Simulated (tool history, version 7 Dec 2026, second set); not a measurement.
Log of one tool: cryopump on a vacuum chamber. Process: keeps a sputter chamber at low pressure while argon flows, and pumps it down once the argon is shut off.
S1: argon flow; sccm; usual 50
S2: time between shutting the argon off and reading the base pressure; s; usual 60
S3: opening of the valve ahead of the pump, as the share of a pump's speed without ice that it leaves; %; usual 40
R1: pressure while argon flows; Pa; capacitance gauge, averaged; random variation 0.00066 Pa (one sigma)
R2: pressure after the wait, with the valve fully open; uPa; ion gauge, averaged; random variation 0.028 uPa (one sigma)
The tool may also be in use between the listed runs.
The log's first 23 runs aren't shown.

run    hour  S1   S2  S3      R1    R2
 24  1418.5  27   61  40  0.0585  1.59
 25  1488.0  27   61  40  0.0579  1.62
 26  1542.3  27   61  40  0.0582  1.57
 27  1623.3  55  255  24  0.1986  0.77
 28  1693.8  56  261  33  0.1467  0.76
 29  1739.4  33   90  40  0.0734  1.25
 30  1797.6  50   33  40  0.1107  2.60
 31  1843.3  40   33  38  0.0931  2.53
 32  1893.3  50   46  33  0.1312  2.00
 33  1965.3  50   69  40  0.1124  1.50
 34  2007.9  72   27  40  0.1611  3.11
 35  2079.9  34   60  45  0.0677  1.69

Forecast each of these 3 alternatives for the next run:
  A  2140.3  40   46  17   ?   ?
  B  2140.3  73  114  41   ?   ?
  C  2140.3  66   60  23   ?   ?

run      R1    R2
  A  0.2063  2.04
  B  0.1607  1.12
  C  0.2501  1.73
Without the tool's hidden state the same runs would have given:
run      R1    R2
  A  0.2010  1.65
  B  0.1511  0.72
  C  0.2415  1.33

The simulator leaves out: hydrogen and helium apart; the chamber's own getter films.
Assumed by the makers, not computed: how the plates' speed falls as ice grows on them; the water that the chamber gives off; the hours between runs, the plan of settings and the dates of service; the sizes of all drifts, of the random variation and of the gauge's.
